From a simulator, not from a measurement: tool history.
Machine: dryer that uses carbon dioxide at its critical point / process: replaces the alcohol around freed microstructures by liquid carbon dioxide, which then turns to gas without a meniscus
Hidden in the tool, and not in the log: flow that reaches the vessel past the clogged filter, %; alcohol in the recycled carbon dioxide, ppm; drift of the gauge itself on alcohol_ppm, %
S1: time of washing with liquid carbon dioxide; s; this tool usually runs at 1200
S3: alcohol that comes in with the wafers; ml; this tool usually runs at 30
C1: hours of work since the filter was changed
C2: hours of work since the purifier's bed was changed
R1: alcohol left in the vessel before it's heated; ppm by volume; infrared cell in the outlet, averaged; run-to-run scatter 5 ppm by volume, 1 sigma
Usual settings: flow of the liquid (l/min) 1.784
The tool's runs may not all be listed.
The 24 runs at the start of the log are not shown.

Run 25, day 7.154: usual settings but S1 780 s, flow of the liquid (l/min) 2.21, S3 101 ml; C1 126; C2 266. Result: R1 147 ppm by volume.
Run 26, day 7.529: usual settings but S1 1260 s, flow of the liquid (l/min) 1.1, S3 49 ml; C1 133; C2 273. Result: R1 229 ppm by volume.
Run 27, day 7.917: usual settings but S1 1260 s, flow of the liquid (l/min) 1.1, S3 49 ml; C1 140; C2 280. Result: R1 221 ppm by volume.
Run 28, day 8.225: usual settings but S1 1260 s, flow of the liquid (l/min) 1.1, S3 49 ml; C1 145; C2 286. Result: R1 216 ppm by volume.
Run 29, day 8.654: usual settings but S1 1260 s, flow of the liquid (l/min) 1.1, S3 49 ml; C1 153; C2 294. Result: R1 230 ppm by volume.
Run 30, day 9.025: usual settings but S1 1260 s, flow of the liquid (l/min) 1.1, S3 49 ml; C1 160; C2 300. Result: R1 226 ppm by volume.
Run 31, day 9.212: usual settings but S1 1680 s, S3 98 ml; C1 164; C2 304. Result: R1 21 ppm by volume.
Run 32, day 9.625: usual settings but S1 960 s, flow of the liquid (l/min) 1.09, S3 112 ml; C1 171; C2 311. Result: R1 1323 ppm by volume.
Run 33, day 10.046: usual settings but S1 960 s, flow of the liquid (l/min) 1.09, S3 112 ml; C1 179; C2 319. Result: R1 1303 ppm by volume.
Run 34, day 10.417: usual settings but flow of the liquid (l/min) 1.38; C1 186; C2 326. Result: R1 76 ppm by volume.
Run 35, day 10.621: usual settings but flow of the liquid (l/min) 1.38; C1 189; C2 330. Result: R1 77 ppm by volume.
Run 36, day 10.812: usual settings but S1 1680 s, flow of the liquid (l/min) 1.38; C1 193; C2 333. Result: R1 25 ppm by volume.
Run 37, day 10.992: usual settings but S1 1680 s, flow of the liquid (l/min) 2.81, S3 24 ml; C1 196; C2 336. Result: R1 23 ppm by volume.
Run 38, day 11.238: usual settings but S1 1680 s, flow of the liquid (l/min) 2.81, S3 38 ml; C1 201; C2 341. Result: R1 21 ppm by volume.
Run 39, day 11.533: usual settings but S1 1680 s, flow of the liquid (l/min) 2.81, S3 38 ml; C1 206; C2 346. Result: R1 20 ppm by volume.
Run 40, day 11.821: usual settings but S1 1680 s, flow of the liquid (l/min) 1.13; C1 211; C2 352. Result: R1 60 ppm by volume.
Run 41, day 12.029: usual settings but S1 1680 s, flow of the liquid (l/min) 1.13; C1 215; C2 355. Result: R1 46 ppm by volume.

What if the next run were any one of these 4? Each begins from the tool's condition after run 41:
Run A, day 12.296: usual settings but S1 1680 s, flow of the liquid (l/min) 1.11; C1 220; C2 360. Result: R1 ?.
Run B, day 12.296: usual settings but S1 840 s, flow of the liquid (l/min) 1.13, S3 76 ml; C1 220; C2 360. Result: R1 ?.
Run C, day 12.296: usual settings but S1 1740 s, flow of the liquid (l/min) 1.6, S3 33 ml; C1 220; C2 360. Result: R1 ?.
Run D, day 12.296: usual settings but S1 1500 s, S3 41 ml; C1 220; C2 360. Result: R1 ?.

run    R1
  A    57
  B  1280
  C    20
  D    22
The same runs, with their run-to-run variation unchanged, on a tool lacking any hidden condition would have given:
run    R1
  A    29
  B  1037
  C     1
  D     3
